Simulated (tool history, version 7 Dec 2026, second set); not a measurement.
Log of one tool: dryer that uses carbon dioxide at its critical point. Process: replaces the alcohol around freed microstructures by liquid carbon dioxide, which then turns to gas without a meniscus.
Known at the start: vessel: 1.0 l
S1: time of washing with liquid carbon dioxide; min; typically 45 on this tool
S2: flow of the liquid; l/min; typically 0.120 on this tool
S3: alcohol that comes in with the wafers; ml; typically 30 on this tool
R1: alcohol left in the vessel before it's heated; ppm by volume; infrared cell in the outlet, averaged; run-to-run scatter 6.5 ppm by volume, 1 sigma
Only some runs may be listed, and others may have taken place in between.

run 1 hour=0.0 | S1=45 S2=0.120 S3=30 | R1=279
run 2 hour=6.0 | S1=45 S2=0.120 S3=30 | R1=294
run 3 hour=16.6 | S1=45 S2=0.120 S3=30 | R1=284
run 4 hour=27.4 | S1=45 S2=0.120 S3=30 | R1=300
run 5 hour=37.1 | S1=45 S2=0.120 S3=30 | R1=296
run 6 hour=45.5 | S1=45 S2=0.120 S3=30 | R1=309
run 7 hour=51.9 | S1=45 S2=0.120 S3=30 | R1=301
run 8 hour=57.5 | S1=45 S2=0.120 S3=30 | R1=290
run 9 hour=66.8 | S1=45 S2=0.120 S3=30 | R1=313
run 10 hour=76.5 | S1=45 S2=0.120 S3=30 | R1=284
run 11 hour=83.0 | S1=45 S2=0.120 S3=30 | R1=314
run 12 hour=87.8 | S1=45 S2=0.120 S3=30 | R1=302
run 13 hour=93.0 | S1=45 S2=0.120 S3=30 | R1=304
run 14 hour=102.6 | S1=45 S2=0.120 S3=30 | R1=315
run 15 hour=107.9 | S1=45 S2=0.168 S3=30 | R1=71
run 16 hour=119.6 | S1=45 S2=0.142 S3=30 | R1=155
run 17 hour=124.4 | S1=45 S2=0.120 S3=30 | R1=304
run 18 hour=133.5 | S1=45 S2=0.120 S3=30 | R1=308
run 19 hour=143.0 | S1=45 S2=0.120 S3=30 | R1=327
run 20 hour=153.1 | S1=45 S2=0.120 S3=30 | R1=314
run 21 hour=164.0 | S1=45 S2=0.120 S3=30 | R1=312
run 22 hour=174.3 | S1=45 S2=0.120 S3=30 | R1=335
run 23 hour=185.2 | S1=45 S2=0.120 S3=24 | R1=273
run 24 hour=191.2 | S1=45 S2=0.120 S3=68 | R1=720
run 25 hour=200.0 | S1=30 S2=0.106 S3=63 | R1=4205
run 26 hour=210.9 | S1=33 S2=0.198 S3=23 | R1=135
run 27 hour=221.6 | S1=38 S2=0.074 S3=29 | R1=2570
run 28 hour=229.2 | S1=38 S2=0.074 S3=29 | R1=2620
run 29 hour=234.2 | S1=34 S2=0.081 S3=20 | R1=1889
run 30 hour=244.9 | S1=34 S2=0.081 S3=20 | R1=1954
run 31 hour=250.2 | S1=36 S2=0.113 S3=51 | R1=1670
run 32 hour=255.1 | S1=68 S2=0.199 S3=61 | R1=42
run 33 hour=265.2 | S1=69 S2=0.121 S3=34 | R1=54
run 34 hour=270.9 | S1=42 S2=0.159 S3=106 | R1=424
run 35 hour=281.5 | S1=36 S2=0.184 S3=30 | R1=146
run 36 hour=289.9 | S1=66 S2=0.136 S3=30 | R1=48
run 37 hour=298.1 | S1=60 S2=0.186 S3=41 | R1=25
run 38 hour=306.1 | S1=34 S2=0.120 S3=30 | R1=1006
run 39 hour=312.5 | S1=34 S2=0.120 S3=30 | R1=988
run 40 hour=323.2 | S1=30 S2=0.177 S3=26 | R1=356
run 41 hour=332.8 | S1=30 S2=0.177 S3=26 | R1=369
run 42 hour=339.0 | S1=45 S2=0.108 S3=69 | R1=1194
run 43 hour=345.0 | S1=58 S2=0.103 S3=60 | R1=425
run 44 hour=355.5 | S1=29 S2=0.086 S3=58 | R1=6957
run 45 hour=361.2 | S1=29 S2=0.086 S3=58 | R1=7086
run 46 hour=368.1 | S1=29 S2=0.086 S3=58 | R1=7196
run 47 hour=378.5 | S1=32 S2=0.078 S3=116 | R1=13934
run 48 hour=385.9 | S1=48 S2=0.103 S3=29 | R1=491

3 options for the next run, each taken on its own from the tool as it stands now. Forecast them:
run A hour=395.1 | S1=41 S2=0.159 S3=70 | R1=?
run B hour=395.1 | S1=60 S2=0.103 S3=75 | R1=?
run C hour=395.1 | S1=48 S2=0.079 S3=29 | R1=?

run=A R1=362
run=B R1=472
run=C R1=1228
Had the tool no hidden state, the same runs would have come out as:
run=A R1=255
run=B R1=342
run=C R1=1018

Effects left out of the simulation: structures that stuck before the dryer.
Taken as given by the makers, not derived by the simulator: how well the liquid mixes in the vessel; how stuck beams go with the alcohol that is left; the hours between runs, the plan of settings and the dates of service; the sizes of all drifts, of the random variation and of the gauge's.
